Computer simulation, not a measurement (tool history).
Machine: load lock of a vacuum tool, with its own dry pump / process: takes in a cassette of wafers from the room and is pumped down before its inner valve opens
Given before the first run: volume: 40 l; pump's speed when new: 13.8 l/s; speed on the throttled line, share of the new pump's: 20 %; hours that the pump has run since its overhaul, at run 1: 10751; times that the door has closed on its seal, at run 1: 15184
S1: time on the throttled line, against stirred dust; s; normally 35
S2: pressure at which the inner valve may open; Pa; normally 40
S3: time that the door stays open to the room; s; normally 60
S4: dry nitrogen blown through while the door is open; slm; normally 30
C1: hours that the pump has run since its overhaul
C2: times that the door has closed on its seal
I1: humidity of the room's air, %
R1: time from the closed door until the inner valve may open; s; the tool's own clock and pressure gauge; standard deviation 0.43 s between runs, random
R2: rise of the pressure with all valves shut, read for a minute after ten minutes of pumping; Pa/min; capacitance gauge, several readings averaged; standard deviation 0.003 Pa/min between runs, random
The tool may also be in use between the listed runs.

| run | hour | S1 | S2 | S3 | S4 | C1 | C2 | I1 | R1 | R2 |
|---|---|---|---|---|---|---|---|---|---|---|
| 1 | 0.0 | 35 | 40 | 60 | 30 | 10751 | 15184 | 45.1 | 53.7 | 0.286 |
| 2 | 347.4 | 35 | 40 | 60 | 30 | 11099 | 15861 | 44.6 | 55.1 | 0.293 |
| 3 | 920.9 | 35 | 57 | 60 | 30 | 11672 | 16979 | 44.7 | 53.2 | 0.323 |
| 4 | 1538.0 | 35 | 57 | 60 | 30 | 12289 | 18182 | 48.2 | 53.7 | 0.342 |
| 5 | 2010.0 | 35 | 57 | 60 | 30 | 12761 | 19102 | 43.9 | 54.2 | 0.373 |
| 6 | 2472.1 | 35 | 57 | 60 | 30 | 13223 | 20002 | 43.9 | 54.4 | 0.380 |
| 7 | 2846.4 | 35 | 34 | 60 | 30 | 13598 | 20732 | 44.1 | 55.5 | 0.405 |
| 8 | 3367.9 | 35 | 34 | 60 | 30 | 14119 | 21749 | 43.6 | 56.1 | 0.421 |
| 9 | 3946.1 | 35 | 34 | 60 | 30 | 14697 | 22875 | 44.1 | 56.3 | 0.452 |
| 10 | 4476.8 | 35 | 34 | 60 | 30 | 15228 | 23910 | 46.6 | 57.1 | 0.484 |
|  | 4622.5 | dry pump taken out, an overhauled one fitted |
| 11 | 4836.4 | 35 | 34 | 60 | 30 | 214 | 24599 | 45.3 | 51.4 | 0.507 |
| 12 | 5206.1 | 61 | 42 | 60 | 36 | 584 | 25320 | 46.5 | 71.4 | 0.514 |
| 13 | 5571.0 | 61 | 46 | 60 | 36 | 948 | 26031 | 47.4 | 71.9 | 0.537 |
| 14 | 5940.5 | 62 | 33 | 181 | 21 | 1318 | 26751 | 45.1 | 72.6 | 0.623 |
| 15 | 6392.1 | 65 | 51 | 181 | 21 | 1770 | 27631 | 45.2 | 74.7 | 0.637 |
| 16 | 7073.3 | 24 | 40 | 78 | 30 | 2451 | 28959 | 43.6 | 42.6 | 0.625 |
| 17 | 7424.9 | 24 | 40 | 78 | 30 | 2802 | 29645 | 46.7 | 43.2 | 0.641 |
| 18 | 7826.2 | 24 | 40 | 37 | 11 | 3204 | 30427 | 43.6 | 43.5 | 0.670 |

Each row is a separate what-if for the run after 18, all from the same tool condition, not one after another. Results?
| A | 8357.8 | 35 | 40 | 31 | 30 | 3735 | 31463 | 43.3 | ? | ? |
| B | 8357.8 | 24 | 40 | 37 | 21 | 3735 | 31463 | 42.3 | ? | ? |
| C | 8357.8 | 42 | 40 | 53 | 30 | 3735 | 31463 | 43.9 | ? | ? |
| D | 8357.8 | 28 | 65 | 60 | 12 | 3735 | 31463 | 45.5 | ? | ? |

| run | R1 | R2 |
|---|---|---|
| A | 51.5 | 0.692 |
| B | 44.0 | 0.694 |
| C | 58.1 | 0.688 |
| D | 45.7 | 0.729 |
What these runs would have given with no unlogged condition in the tool:
| run | R1 | R2 |
|---|---|---|
| A | 50.4 | 0.026 |
| B | 42.7 | 0.026 |
| C | 57.0 | 0.033 |
| D | 44.6 | 0.053 |

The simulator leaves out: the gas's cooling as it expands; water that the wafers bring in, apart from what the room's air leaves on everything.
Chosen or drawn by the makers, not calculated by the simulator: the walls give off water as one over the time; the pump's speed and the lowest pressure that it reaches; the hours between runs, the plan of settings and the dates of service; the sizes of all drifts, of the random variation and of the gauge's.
